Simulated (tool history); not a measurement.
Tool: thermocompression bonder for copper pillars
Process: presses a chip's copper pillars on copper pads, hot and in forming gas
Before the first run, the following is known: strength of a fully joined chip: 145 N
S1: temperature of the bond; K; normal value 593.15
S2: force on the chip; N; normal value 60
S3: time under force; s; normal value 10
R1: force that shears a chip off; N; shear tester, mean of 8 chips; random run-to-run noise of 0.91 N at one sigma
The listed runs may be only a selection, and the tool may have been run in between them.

| run | day | S1 | S2 | S3 | R1 |
|---|---|---|---|---|---|
| 1 | 0.000 | 593.15 | 60 | 10 | 76.4 |
| 2 | 0.371 | 593.15 | 60 | 10 | 76.3 |
| 3 | 0.817 | 593.15 | 60 | 10 | 77.4 |
| 4 | 1.125 | 593.15 | 90 | 10 | 100.0 |
| 5 | 1.638 | 593.15 | 90 | 10 | 100.5 |
| 6 | 1.883 | 593.15 | 90 | 10 | 98.3 |
| 7 | 2.329 | 593.15 | 60 | 5 | 60.2 |
| 8 | 2.775 | 593.15 | 54 | 9 | 68.8 |
|  | 2.862 | force cell calibrated |
| 9 | 3.329 | 593.15 | 54 | 9 | 67.2 |
| 10 | 3.542 | 578.15 | 54 | 5 | 44.8 |
| 11 | 3.933 | 593.15 | 60 | 29 | 104.0 |
| 12 | 4.417 | 593.15 | 60 | 29 | 100.5 |

Below are 5 alternative next runs, each starting from the tool's condition after run 12. Predict each:
| A | 4.925 | 578.15 | 75 | 10 | ? |
| B | 4.925 | 611.15 | 53 | 5 | ? |
| C | 4.925 | 593.15 | 76 | 29 | ? |
| D | 4.925 | 600.15 | 45 | 15 | ? |
| E | 4.925 | 593.15 | 72 | 5 | ? |

| run | R1 |
|---|---|
| A | 76.2 |
| B | 64.1 |
| C | 115.1 |
| D | 74.1 |
| E | 69.1 |
Without the tool's hidden state the same runs would have given:
| run | R1 |
|---|---|
| A | 80.2 |
| B | 67.5 |
| C | 121.1 |
| D | 78.0 |
| E | 72.8 |
